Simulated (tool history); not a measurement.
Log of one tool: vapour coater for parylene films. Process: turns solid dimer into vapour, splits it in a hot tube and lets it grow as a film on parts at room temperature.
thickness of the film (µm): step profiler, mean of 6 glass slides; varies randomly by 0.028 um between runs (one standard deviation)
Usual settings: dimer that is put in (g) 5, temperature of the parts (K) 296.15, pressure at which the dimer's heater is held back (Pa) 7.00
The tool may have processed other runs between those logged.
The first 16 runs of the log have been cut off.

run	day	dimer that is put in (g)	temperature of the parts (K)	pressure at which the dimer's heater is held back (Pa)	thickness of the film (µm)
17	33.950	2	296.15	7.00	0.93
18	36.712	2	296.15	7.00	0.92
19	39.175	2	296.15	7.00	0.94
20	41.429	5	289.15	7.00	2.77
21	43.800	4	295.15	4.03	2.09
# day 46.000: trap's valve overhauled
22	47.000	2	288.15	3.52	1.37
23	49.162	2	294.15	8.96	0.97
24	51.508	5	291.15	5.89	2.85
25	53.038	2	290.15	9.07	1.05
26	54.962	3	306.15	7.00	1.17
27	58.062	5	293.15	10.25	2.37
# day 58.892: table's thermometer calibrated
28	60.258	3	304.15	2.02	1.48
29	63.192	3	302.15	3.19	1.39
30	65.579	3	302.15	3.19	1.42
31	68.196	5	298.15	2.07	2.80
32	69.554	3	298.15	7.84	1.26
# day 70.325: trap's valve overhauled
33	72.342	5	303.15	6.27	2.09
34	74.333	5	303.15	6.27	2.07
35	76.467	5	293.15	2.78	3.12
36	79.142	5	288.15	8.77	2.71
37	80.888	3	289.15	2.34	2.12
38	82.475	3	302.15	7.00	1.23
39	84.429	3	302.15	7.00	1.22

Predict each of these 3 candidate next runs independently; none follows another, all start after run 39:
A	86.804	2	302.15	2.18	?
B	86.804	3	297.15	8.11	?
C	86.804	5	290.15	3.56	?

run	thickness of the film (µm)
A	1.05
B	1.26
C	3.08
Stripped of hidden state, with their random variation kept, the same runs would have yielded:
run	thickness of the film (µm)
A	1.11
B	1.34
C	3.26
